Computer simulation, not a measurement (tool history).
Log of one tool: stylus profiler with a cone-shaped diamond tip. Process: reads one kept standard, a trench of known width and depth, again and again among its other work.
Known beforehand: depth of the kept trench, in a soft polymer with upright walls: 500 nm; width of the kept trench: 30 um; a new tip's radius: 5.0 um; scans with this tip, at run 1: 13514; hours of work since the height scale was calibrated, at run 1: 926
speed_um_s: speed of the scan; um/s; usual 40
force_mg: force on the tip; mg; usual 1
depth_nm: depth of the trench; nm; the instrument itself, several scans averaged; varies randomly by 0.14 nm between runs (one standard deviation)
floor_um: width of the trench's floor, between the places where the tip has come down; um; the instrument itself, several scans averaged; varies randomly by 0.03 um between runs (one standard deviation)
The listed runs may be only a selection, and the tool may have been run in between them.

run,hour,speed_um_s,force_mg,scans with this tip,hours of work since the height scale was calibrated,depth_nm,floor_um
1,0,40,1,13514,926,505.19,24.27
2,18.5,40,1,13683,938,505.5,24.26
3,48.7,14,1,13958,957,505.49,24.44
4,83.3,14,1,14274,978,505.6,24.41
5,104,14,1,14463,991,505.1,24.39
6,131.9,14,1,14718,1009,505.4,24.35
7,162.4,14,1,14997,1028,505.65,24.32
8,192.8,44,0.43,15275,1047,503.88,23.98
9,213.7,10,0.36,15465,1060,503.85,24.27
10,243.9,17,0.36,15742,1079,503.62,24.18
11,277.5,17,0.36,16049,1100,503.68,24.19
12,304.4,17,0.36,16294,1117,503.6,24.13
13,327.7,17,0.36,16507,1131,503.46,24.16
14,347.5,17,0.36,16688,1144,503.6,24.14

Predict each of these 4 candidate next runs independently; none follows another, all start after run 14:
A,377,21,1.47,16958,1162,?,?
B,377,16,1.03,16958,1162,?,?
C,377,77,0.56,16958,1162,?,?
D,377,12,1.95,16958,1162,?,?

run,depth_nm,floor_um
A,507.05,24.22
B,505.87,24.18
C,504.59,23.55
D,508.03,24.18
Had the tool no hidden state, the same runs would have come out as:
run,depth_nm,floor_um
A,505.32,25.55
B,504.15,25.51
C,502.87,24.89
D,506.3,25.51
